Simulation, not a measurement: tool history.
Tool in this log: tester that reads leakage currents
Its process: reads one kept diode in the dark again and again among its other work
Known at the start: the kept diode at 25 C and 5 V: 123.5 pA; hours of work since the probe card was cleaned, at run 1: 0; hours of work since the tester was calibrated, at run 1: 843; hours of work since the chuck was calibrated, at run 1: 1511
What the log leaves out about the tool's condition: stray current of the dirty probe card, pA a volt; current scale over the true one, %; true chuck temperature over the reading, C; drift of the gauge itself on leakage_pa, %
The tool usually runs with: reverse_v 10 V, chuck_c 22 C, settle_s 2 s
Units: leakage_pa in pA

run,hour,reverse_v,chuck_c,settle_s,hours of work since the probe card was cleaned,hours of work since the tester was calibrated,hours of work since the chuck was calibrated,leakage_pa
1,0,10,22,2,0,843,1511,136.79
2,28.3,10,22,2,19,863,1530,136.27
3,49.1,10,22,2,34,877,1545,138.01
4,70.7,10,22,2,49,892,1559,136.77
5,91.9,10,22,2,63,906,1574,137.45
6,131,10,22,2,90,933,1601,139.64
7,159.3,10,22,2,109,952,1620,138.58
8,178.5,10,22,1.07,123,966,1633,140.03
9,205.3,10,22,1.07,141,984,1652,139.55
10,226,4.6,22,1.07,155,998,1666,104.92
11,270.5,4.6,22,1.07,186,1029,1697,104.67
12,306.8,4.6,22,1.07,211,1054,1721,105.01
13,345.6,4.6,36,1.07,237,1080,1748,299.85
14,377.7,4.6,36,1.07,259,1102,1770,298.87
15,411.9,10,22,0.31,283,1126,1794,144.17
16,434.8,10,22,0.31,298,1142,1809,144.12
17,459.2,10,22,0.31,315,1158,1826,144.78
18,484.9,1.2,22,0.31,333,1176,1844,64.11
19,522,10,22,2,358,1201,1869,143.61
# hour 526.6: tester calibrated
20,543.6,10,21,2,372,12,1883,133.99
21,575.8,10,21,2,394,34,1905,133.83
22,614.7,10,21,2,420,60,1931,134.47
23,637.4,4.5,25,2,436,76,1947,134.31
24,680,4.5,25,2,465,105,1976,134.19
25,720.5,2.4,22,0.87,493,133,2004,84.69
# hour 754.1: tester calibrated, once more
26,767.3,2.7,45,2.29,524,9,2035,462.11
27,786.7,2.2,28,1.29,537,22,2048,128.53
28,825.5,19.5,28,7.39,564,49,2075,297.61
29,857.1,19.5,36,7.39,585,71,2096,524.67
30,881.1,14,48,3.72,602,87,2113,1046.09
31,921.8,3.4,22,1.27,630,115,2141,97.25
32,953.7,10,58,2.26,652,137,2163,1763.45
33,984.4,10,22,5.31,673,158,2184,148.88
34,1028.6,9.9,43,6.3,703,188,2214,663.63
35,1052.1,2.3,30,0.87,719,205,2230,153.09
36,1084.8,10,22,1.05,742,227,2253,151.08
37,1127.1,3.5,42,1.05,771,256,2282,419.75
38,1167.3,3.5,42,1.05,798,284,2309,422.39
39,1212.3,3.5,42,1.05,829,315,2340,421.12

Predict each of these 3 candidate next runs independently; none follows another, all start after run 39:
# hour 1230: chuck's temperature calibrated
A,1241,7.8,29,2,848,333,8,?
# hour 1230: chuck's temperature calibrated
B,1241,1.5,26,1.94,848,333,8,?
# hour 1230: chuck's temperature calibrated
C,1241,3.5,42,0.48,848,333,8,?

run,leakage_pa
A,207.32
B,87.62
C,383.96
What these runs would have given with no unlogged condition in the tool:
run,leakage_pa
A,198.76
B,85.85
C,379.38
